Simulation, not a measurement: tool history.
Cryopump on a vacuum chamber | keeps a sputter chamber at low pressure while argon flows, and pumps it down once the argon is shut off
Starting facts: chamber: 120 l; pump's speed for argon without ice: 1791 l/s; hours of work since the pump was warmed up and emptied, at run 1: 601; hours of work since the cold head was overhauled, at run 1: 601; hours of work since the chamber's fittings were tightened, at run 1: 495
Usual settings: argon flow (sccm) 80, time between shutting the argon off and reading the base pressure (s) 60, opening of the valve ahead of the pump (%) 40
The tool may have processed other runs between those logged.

run    hour  argon flow (sccm)  time between shutting the argon off and reading the base pressure (s)  opening of the valve ahead of the pump (%)  hours of work since the pump was warmed up and emptied  hours of work since the cold head was overhauled  hours of work since the chamber's fittings were tightened  pressure while argon flows (Pa)  pressure after the wait (uPa)
  1     0.0                 80                                                                     60                                          40                                                     601                                               601                                                        495                           0.2050                           1.08
  2    73.3                 80                                                                     60                                          40                                                     645                                               645                                                        538                           0.2058                           1.08
       92.6  -- pump warmed up, emptied and cooled again
  3   128.7                 80                                                                     60                                          40                                                      22                                               675                                                        568                           0.1907                           1.08
  4   169.9                 80                                                                     60                                          40                                                      46                                               700                                                        593                           0.1910                           1.04
  5   213.5                 80                                                                     60                                          40                                                      72                                               726                                                        619                           0.1905                           1.03
  6   309.5                 80                                                                     60                                          40                                                     129                                               783                                                        676                           0.1927                           1.07
  7   395.9                 80                                                                     60                                          40                                                     181                                               834                                                        728                           0.1946                           1.07
  8   473.1                 67                                                                     60                                          40                                                     227                                               880                                                        774                           0.1631                           1.07
  9   525.4                 67                                                                     60                                          40                                                     258                                               912                                                        805                           0.1627                           1.07
 10   588.9                 67                                                                     60                                          40                                                     296                                               950                                                        843                           0.1646                           1.08
 11   669.9                 67                                                                     60                                          40                                                     344                                               998                                                        891                           0.1660                           1.12
 12   731.5                 80                                                                     60                                          40                                                     381                                              1035                                                        928                           0.1970                           1.08
 13   790.6                 80                                                                     60                                          28                                                     416                                              1070                                                        963                           0.2788                           1.14
 14   868.3                 80                                                                     60                                          28                                                     463                                              1116                                                       1010                           0.2823                           1.15
 15   916.0                 80                                                                     60                                          28                                                     491                                              1145                                                       1038                           0.2831                           1.11
 16  1001.8                 80                                                                     60                                          28                                                     543                                              1196                                                       1089                           0.2835                           1.13
 17  1053.3                132                                                                     60                                          40                                                     573                                              1227                                                       1120                           0.3347                           1.17
 18  1106.4                148                                                                     57                                          34                                                     605                                              1258                                                       1152                           0.4414                           1.22
 19  1147.9                148                                                                     57                                          34                                                     630                                              1283                                                       1177                           0.4439                           1.20
     1192.4  -- pump warmed up, emptied and cooled again
 20  1247.9                145                                                                     70                                          48                                                      33                                              1340                                                       1233                           0.2886                           1.03
 21  1318.7                 58                                                                    103                                          48                                                      75                                              1382                                                       1275                           0.1166                           0.80
 22  1401.7                 67                                                                    207                                          48                                                     125                                              1432                                                       1325                           0.1359                           0.55
 23  1471.4                 67                                                                    207                                          48                                                     166                                              1473                                                       1367                           0.1367                           0.53
 24  1566.6                133                                                                     51                                          39                                                     223                                              1530                                                       1423                           0.3322                           1.25
 25  1663.5                133                                                                     51                                          39                                                     281                                              1588                                                       1481                           0.3366                           1.27
 26  1717.8                 80                                                                    162                                          18                                                     313                                              1620                                                       1514                           0.4283                           0.65
 27  1796.1                119                                                                     36                                          35                                                     360                                              1667                                                       1560                           0.3344                           1.76
 28  1885.7                112                                                                    157                                          59                                                     414                                              1720                                                       1614                           0.1953                           0.66
 29  1925.8                112                                                                    157                                          59                                                     438                                              1744                                                       1638                           0.1970                           0.67
 30  1976.1                137                                                                     21                                          21                                                     468                                              1774                                                       1668                           0.6344                           2.67
 31  2030.6                137                                                                     21                                          21                                                     500                                              1807                                                       1700                           0.6372                           2.72
 32  2087.1                 80                                                                     30                                          16                                                     534                                              1841                                                       1734                           0.4885                           2.05
 33  2164.3                 80                                                                     30                                          16                                                     580                                              1887                                                       1780                           0.4871                           2.04
 34  2236.1                 80                                                                     30                                          16                                                     623                                              1929                                                       1823                           0.4870                           2.05

Measured minus without-hidden-state, run by run (identical run-to-run variation in each term; gauge scatter may differ):
Hidden conditions of the tool in this case: pump's speed, % of a pump's without ice; cold plate's temperature, K; leak into the chamber, uPa l/s; drift of the gauge itself on working_pa, %; drift of the gauge itself on base_upa, %.
run  pressure while argon flows (Pa)  pressure after the wait (uPa)
  1                          +0.0160                          +0.11
  2                          +0.0174                          +0.11
  3                          +0.0014                          +0.07
  4                          +0.0020                          +0.07
  5                          +0.0025                          +0.08
  6                          +0.0038                          +0.09
  7                          +0.0050                          +0.10
  8                          +0.0051                          +0.10
  9                          +0.0057                          +0.11
 10                          +0.0066                          +0.12
 11                          +0.0075                          +0.12
 12                          +0.0098                          +0.13
 13                          +0.0107                          +0.15
 14                          +0.0121                          +0.15
 15                          +0.0130                          +0.15
 16                          +0.0143                          +0.16
 17                          +0.0250                          +0.17
 18                          +0.0298                          +0.18
 19                          +0.0313                          +0.18
 20                          +0.0043                          +0.14
 21                          +0.0024                          +0.14
 22                          +0.0038                          +0.15
 23                          +0.0046                          +0.15
 24                          +0.0114                          +0.16
 25                          +0.0136                          +0.18
 26                          +0.0089                          +0.18
 27                          +0.0150                          +0.20
 28                          +0.0162                          +0.21
 29                          +0.0171                          +0.21
 30                          +0.0221                          +0.22
 31                          +0.0236                          +0.23
 32                          +0.0148                          +0.23
 33                          +0.0160                          +0.24
 34                          +0.0173                          +0.26

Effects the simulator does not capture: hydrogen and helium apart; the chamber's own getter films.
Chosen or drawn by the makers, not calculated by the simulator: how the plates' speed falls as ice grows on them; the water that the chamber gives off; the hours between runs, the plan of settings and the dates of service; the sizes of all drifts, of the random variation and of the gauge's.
